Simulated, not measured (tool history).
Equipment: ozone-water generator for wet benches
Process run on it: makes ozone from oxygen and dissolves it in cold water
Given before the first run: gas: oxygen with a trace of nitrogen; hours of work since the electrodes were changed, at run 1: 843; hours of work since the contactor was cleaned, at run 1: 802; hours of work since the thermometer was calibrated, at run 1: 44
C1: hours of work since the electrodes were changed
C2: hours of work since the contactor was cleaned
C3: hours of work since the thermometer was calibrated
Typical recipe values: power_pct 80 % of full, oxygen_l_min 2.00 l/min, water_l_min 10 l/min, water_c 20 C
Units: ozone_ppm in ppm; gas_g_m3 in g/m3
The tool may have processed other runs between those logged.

run 1 hour=0.0 | power_pct=80 oxygen_l_min=2.00 water_l_min=10 water_c=20 | C1=843 C2=802 C3=44 | ozone_ppm=18.4 gas_g_m3=229.5
run 2 hour=55.9 | power_pct=80 oxygen_l_min=2.00 water_l_min=10 water_c=20 | C1=882 C2=841 C3=82 | ozone_ppm=18.1 gas_g_m3=227.8
run 3 hour=80.5 | power_pct=80 oxygen_l_min=2.00 water_l_min=10 water_c=20 | C1=898 C2=858 C3=99 | ozone_ppm=18.4 gas_g_m3=227.2
run 4 hour=133.9 | power_pct=80 oxygen_l_min=2.00 water_l_min=10 water_c=20 | C1=935 C2=894 C3=136 | ozone_ppm=18.4 gas_g_m3=224.9
run 5 hour=180.5 | power_pct=80 oxygen_l_min=2.00 water_l_min=10 water_c=20 | C1=967 C2=926 C3=168 | ozone_ppm=18.4 gas_g_m3=228.0
run 6 hour=229.4 | power_pct=80 oxygen_l_min=2.00 water_l_min=10 water_c=20 | C1=1001 C2=960 C3=202 | ozone_ppm=18.6 gas_g_m3=227.5
run 7 hour=277.9 | power_pct=80 oxygen_l_min=2.33 water_l_min=10 water_c=20 | C1=1035 C2=994 C3=235 | ozone_ppm=18.2 gas_g_m3=204.7
run 8 hour=315.3 | power_pct=80 oxygen_l_min=2.33 water_l_min=10 water_c=20 | C1=1060 C2=1019 C3=261 | ozone_ppm=18.2 gas_g_m3=206.1
run 9 hour=373.0 | power_pct=80 oxygen_l_min=2.33 water_l_min=10 water_c=28 | C1=1100 C2=1059 C3=301 | ozone_ppm=16.0 gas_g_m3=205.1
run 10 hour=428.0 | power_pct=80 oxygen_l_min=2.33 water_l_min=10 water_c=28 | C1=1138 C2=1097 C3=339 | ozone_ppm=15.8 gas_g_m3=203.6
run 11 hour=457.6 | power_pct=80 oxygen_l_min=2.33 water_l_min=10 water_c=28 | C1=1158 C2=1117 C3=359 | ozone_ppm=16.1 gas_g_m3=202.0
run 12 hour=482.3 | power_pct=80 oxygen_l_min=2.33 water_l_min=11 water_c=28 | C1=1175 C2=1134 C3=376 | ozone_ppm=14.9 gas_g_m3=201.4
run 13 hour=530.7 | power_pct=80 oxygen_l_min=2.33 water_l_min=11 water_c=28 | C1=1209 C2=1168 C3=409 | ozone_ppm=14.8 gas_g_m3=201.1
run 14 hour=559.6 | power_pct=49 oxygen_l_min=2.33 water_l_min=11 water_c=15 | C1=1229 C2=1188 C3=429 | ozone_ppm=13.1 gas_g_m3=149.3
run 15 hour=609.2 | power_pct=55 oxygen_l_min=1.43 water_l_min=8 water_c=13 | C1=1263 C2=1222 C3=464 | ozone_ppm=19.2 gas_g_m3=218.4
run 16 hour=636.8 | power_pct=80 oxygen_l_min=3.14 water_l_min=14 water_c=20 | C1=1282 C2=1241 C3=483 | ozone_ppm=13.3 gas_g_m3=164.9
-- hour=660.0 gauge calibrated
run 17 hour=694.8 | power_pct=80 oxygen_l_min=3.14 water_l_min=14 water_c=20 | C1=1322 C2=1281 C3=523 | ozone_ppm=13.1 gas_g_m3=170.9

4 options for the next run, each taken on its own from the tool as it stands now. Forecast them:
run A hour=737.4 | power_pct=80 oxygen_l_min=1.25 water_l_min=8 water_c=16 | C1=1351 C2=1310 C3=552 | ozone_ppm=? gas_g_m3=?
run B hour=737.4 | power_pct=79 oxygen_l_min=2.75 water_l_min=10 water_c=20 | C1=1351 C2=1310 C3=552 | ozone_ppm=? gas_g_m3=?
run C hour=737.4 | power_pct=80 oxygen_l_min=2.00 water_l_min=7 water_c=20 | C1=1351 C2=1310 C3=552 | ozone_ppm=? gas_g_m3=?
run D hour=737.4 | power_pct=96 oxygen_l_min=2.07 water_l_min=14 water_c=20 | C1=1351 C2=1310 C3=552 | ozone_ppm=? gas_g_m3=?

run=A ozone_ppm=23.7 gas_g_m3=308.9
run=B ozone_ppm=17.9 gas_g_m3=184.4
run=C ozone_ppm=24.7 gas_g_m3=228.6
run=D ozone_ppm=14.8 gas_g_m3=247.4
Take away the tool's hidden state, keep each run's random variation, and the runs would have read:
run=A ozone_ppm=23.7 gas_g_m3=310.1
run=B ozone_ppm=17.9 gas_g_m3=185.1
run=C ozone_ppm=24.7 gas_g_m3=229.5
run=D ozone_ppm=14.8 gas_g_m3=248.4
